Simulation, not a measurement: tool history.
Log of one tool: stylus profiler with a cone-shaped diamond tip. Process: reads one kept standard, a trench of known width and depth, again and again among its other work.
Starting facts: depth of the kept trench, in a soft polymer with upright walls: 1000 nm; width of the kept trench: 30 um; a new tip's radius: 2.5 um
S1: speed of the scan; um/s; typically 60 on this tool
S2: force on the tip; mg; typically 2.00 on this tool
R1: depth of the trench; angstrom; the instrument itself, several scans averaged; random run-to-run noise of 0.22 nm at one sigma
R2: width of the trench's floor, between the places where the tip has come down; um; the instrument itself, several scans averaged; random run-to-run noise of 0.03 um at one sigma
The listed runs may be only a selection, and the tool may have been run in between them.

run 1 hour=0.0 | S1=60 S2=2.00 | R1=10091.1 R2=25.06
run 2 hour=14.5 | S1=60 S2=2.00 | R1=10088.6 R2=25.08
run 3 hour=28.5 | S1=60 S2=2.00 | R1=10089.8 R2=25.12
run 4 hour=46.6 | S1=60 S2=2.00 | R1=10090.3 R2=25.04
run 5 hour=67.2 | S1=60 S2=2.00 | R1=10093.4 R2=25.10
run 6 hour=88.9 | S1=60 S2=2.00 | R1=10088.7 R2=25.01
run 7 hour=104.5 | S1=60 S2=2.51 | R1=10101.0 R2=25.08
run 8 hour=123.5 | S1=60 S2=2.51 | R1=10104.2 R2=25.01
run 9 hour=144.1 | S1=60 S2=2.51 | R1=10103.7 R2=25.06
run 10 hour=158.8 | S1=60 S2=2.00 | R1=10094.3 R2=25.01
run 11 hour=184.4 | S1=60 S2=2.00 | R1=10095.6 R2=24.86
run 12 hour=196.3 | S1=60 S2=2.00 | R1=10097.9 R2=24.95
run 13 hour=219.8 | S1=60 S2=2.00 | R1=10095.2 R2=24.92
run 14 hour=239.2 | S1=60 S2=2.00 | R1=10100.1 R2=24.85
run 15 hour=250.4 | S1=60 S2=4.62 | R1=10155.0 R2=25.02
run 16 hour=271.2 | S1=60 S2=4.62 | R1=10154.0 R2=24.96
run 17 hour=293.1 | S1=60 S2=4.62 | R1=10154.2 R2=24.99
run 18 hour=318.2 | S1=32 S2=4.62 | R1=10153.6 R2=25.08
run 19 hour=340.3 | S1=60 S2=2.00 | R1=10100.3 R2=24.74
run 20 hour=352.4 | S1=60 S2=2.00 | R1=10104.7 R2=24.77
run 21 hour=364.9 | S1=60 S2=2.00 | R1=10099.4 R2=24.78
run 22 hour=379.0 | S1=60 S2=2.00 | R1=10101.3 R2=24.81
run 23 hour=393.3 | S1=60 S2=2.00 | R1=10103.3 R2=24.73
run 24 hour=406.4 | S1=60 S2=2.00 | R1=10104.2 R2=24.67
run 25 hour=417.0 | S1=106 S2=1.03 | R1=10073.8 R2=24.04
run 26 hour=440.1 | S1=106 S2=1.03 | R1=10077.4 R2=24.09
run 27 hour=465.9 | S1=19 S2=2.96 | R1=10126.8 R2=24.92
run 28 hour=477.4 | S1=114 S2=1.40 | R1=10092.0 R2=24.12

The next listed run, before its measurement:
run 29 hour=496.5 | S1=19 S2=2.37 | R1=? R2=?

Run 29 gave R1 10112.5 angstrom, R2 24.88 um.
Take away the tool's hidden state, keep the run-to-run variation as it was, and the same run would have given R1 10079.2 angstrom, R2 25.84 um.
